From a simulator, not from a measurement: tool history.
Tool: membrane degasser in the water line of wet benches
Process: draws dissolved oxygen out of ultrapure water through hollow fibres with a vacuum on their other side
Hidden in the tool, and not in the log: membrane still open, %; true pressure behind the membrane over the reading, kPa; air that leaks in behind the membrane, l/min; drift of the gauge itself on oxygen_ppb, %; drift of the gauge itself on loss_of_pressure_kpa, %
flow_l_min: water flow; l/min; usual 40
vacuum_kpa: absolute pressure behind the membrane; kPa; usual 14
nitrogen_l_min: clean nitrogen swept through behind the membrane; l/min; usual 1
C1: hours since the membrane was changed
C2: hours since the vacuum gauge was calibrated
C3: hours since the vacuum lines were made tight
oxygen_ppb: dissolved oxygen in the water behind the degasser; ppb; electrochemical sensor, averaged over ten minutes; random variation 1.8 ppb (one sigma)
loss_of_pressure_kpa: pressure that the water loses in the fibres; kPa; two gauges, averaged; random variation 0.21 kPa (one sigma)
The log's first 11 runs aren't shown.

run 12 day=90.1 | flow_l_min=40 vacuum_kpa=14 nitrogen_l_min=1 | C1=3213 C2=2751 C3=2751 | oxygen_ppb=817.6 loss_of_pressure_kpa=52.5
run 13 day=96.308 | flow_l_min=40 vacuum_kpa=14 nitrogen_l_min=1 | C1=3362 C2=2900 C3=2900 | oxygen_ppb=822 loss_of_pressure_kpa=52.49
-- day=98.133 seals of the vacuum lines changed
run 14 day=103.558 | flow_l_min=40 vacuum_kpa=14 nitrogen_l_min=0.43 | C1=3534 C2=3072 C3=130 | oxygen_ppb=1436.1 loss_of_pressure_kpa=52.23
run 15 day=111.738 | flow_l_min=40 vacuum_kpa=14 nitrogen_l_min=0.43 | C1=3731 C2=3269 C3=327 | oxygen_ppb=1436.5 loss_of_pressure_kpa=52.61
run 16 day=119.708 | flow_l_min=42 vacuum_kpa=14 nitrogen_l_min=1 | C1=3922 C2=3460 C3=518 | oxygen_ppb=850.8 loss_of_pressure_kpa=55.12
run 17 day=127.438 | flow_l_min=40 vacuum_kpa=9.6 nitrogen_l_min=1 | C1=4107 C2=3646 C3=703 | oxygen_ppb=514.5 loss_of_pressure_kpa=52.68
run 18 day=134.658 | flow_l_min=40 vacuum_kpa=9.6 nitrogen_l_min=1 | C1=4281 C2=3819 C3=877 | oxygen_ppb=514.9 loss_of_pressure_kpa=52.66
run 19 day=142.254 | flow_l_min=40 vacuum_kpa=9.6 nitrogen_l_min=1 | C1=4463 C2=4001 C3=1059 | oxygen_ppb=515.1 loss_of_pressure_kpa=52.8
run 20 day=152.867 | flow_l_min=40 vacuum_kpa=9.6 nitrogen_l_min=1 | C1=4718 C2=4256 C3=1314 | oxygen_ppb=514.1 loss_of_pressure_kpa=53.12
-- day=156.325 vacuum gauge calibrated
run 21 day=159.942 | flow_l_min=40 vacuum_kpa=9.4 nitrogen_l_min=0.69 | C1=4887 C2=87 C3=1483 | oxygen_ppb=627.7 loss_of_pressure_kpa=53.32
run 22 day=169.083 | flow_l_min=36 vacuum_kpa=8.8 nitrogen_l_min=0.62 | C1=5106 C2=306 C3=1702 | oxygen_ppb=570.9 loss_of_pressure_kpa=47.86
run 23 day=174.179 | flow_l_min=36 vacuum_kpa=8.8 nitrogen_l_min=0.62 | C1=5229 C2=428 C3=1825 | oxygen_ppb=572.9 loss_of_pressure_kpa=47.79
run 24 day=182.929 | flow_l_min=36 vacuum_kpa=25 nitrogen_l_min=1.11 | C1=5439 C2=638 C3=2035 | oxygen_ppb=1291.9 loss_of_pressure_kpa=48.15
run 25 day=191.758 | flow_l_min=40 vacuum_kpa=24.2 nitrogen_l_min=1.94 | C1=5651 C2=850 C3=2247 | oxygen_ppb=882.8 loss_of_pressure_kpa=53.49
run 26 day=198.888 | flow_l_min=25 vacuum_kpa=14 nitrogen_l_min=0.95 | C1=5822 C2=1022 C3=2418 | oxygen_ppb=582.5 loss_of_pressure_kpa=33.08
run 27 day=204.65 | flow_l_min=25 vacuum_kpa=14 nitrogen_l_min=0.95 | C1=5960 C2=1160 C3=2556 | oxygen_ppb=584.1 loss_of_pressure_kpa=33.44
run 28 day=209.412 | flow_l_min=42 vacuum_kpa=23.2 nitrogen_l_min=1.52 | C1=6074 C2=1274 C3=2670 | oxygen_ppb=1065.4 loss_of_pressure_kpa=56.02
run 29 day=216.946 | flow_l_min=27 vacuum_kpa=14 nitrogen_l_min=1 | C1=6255 C2=1455 C3=2851 | oxygen_ppb=598.4 loss_of_pressure_kpa=36.3
-- day=221.242 seals of the vacuum lines changed
run 30 day=221.983 | flow_l_min=40 vacuum_kpa=30.9 nitrogen_l_min=0.92 | C1=6374 C2=1574 C3=18 | oxygen_ppb=1930 loss_of_pressure_kpa=53.56
run 31 day=228.696 | flow_l_min=38 vacuum_kpa=11.3 nitrogen_l_min=0.42 | C1=6535 C2=1735 C3=179 | oxygen_ppb=1079.4 loss_of_pressure_kpa=50.79
run 32 day=237.467 | flow_l_min=57 vacuum_kpa=21.5 nitrogen_l_min=1.24 | C1=6746 C2=1945 C3=389 | oxygen_ppb=1436.9 loss_of_pressure_kpa=75.97

Forecast each of these 4 alternatives for the next run:
run A day=243.525 | flow_l_min=45 vacuum_kpa=28.3 nitrogen_l_min=0.4 | C1=6891 C2=2091 C3=535 | oxygen_ppb=? loss_of_pressure_kpa=?
run B day=243.525 | flow_l_min=40 vacuum_kpa=18.8 nitrogen_l_min=1.18 | C1=6891 C2=2091 C3=535 | oxygen_ppb=? loss_of_pressure_kpa=?
run C day=243.525 | flow_l_min=40 vacuum_kpa=13.5 nitrogen_l_min=1.42 | C1=6891 C2=2091 C3=535 | oxygen_ppb=? loss_of_pressure_kpa=?
run D day=243.525 | flow_l_min=28 vacuum_kpa=21.5 nitrogen_l_min=1.24 | C1=6891 C2=2091 C3=535 | oxygen_ppb=? loss_of_pressure_kpa=?

run=A oxygen_ppb=3067.4 loss_of_pressure_kpa=60.44
run=B oxygen_ppb=996.4 loss_of_pressure_kpa=53.85
run=C oxygen_ppb=597.3 loss_of_pressure_kpa=53.85
run=D oxygen_ppb=837 loss_of_pressure_kpa=37.76
Without the tool's hidden state the same runs would have given:
run=A oxygen_ppb=3063.2 loss_of_pressure_kpa=57.54
run=B oxygen_ppb=988.2 loss_of_pressure_kpa=51.27
run=C oxygen_ppb=589.4 loss_of_pressure_kpa=51.27
run=D oxygen_ppb=830.2 loss_of_pressure_kpa=35.96
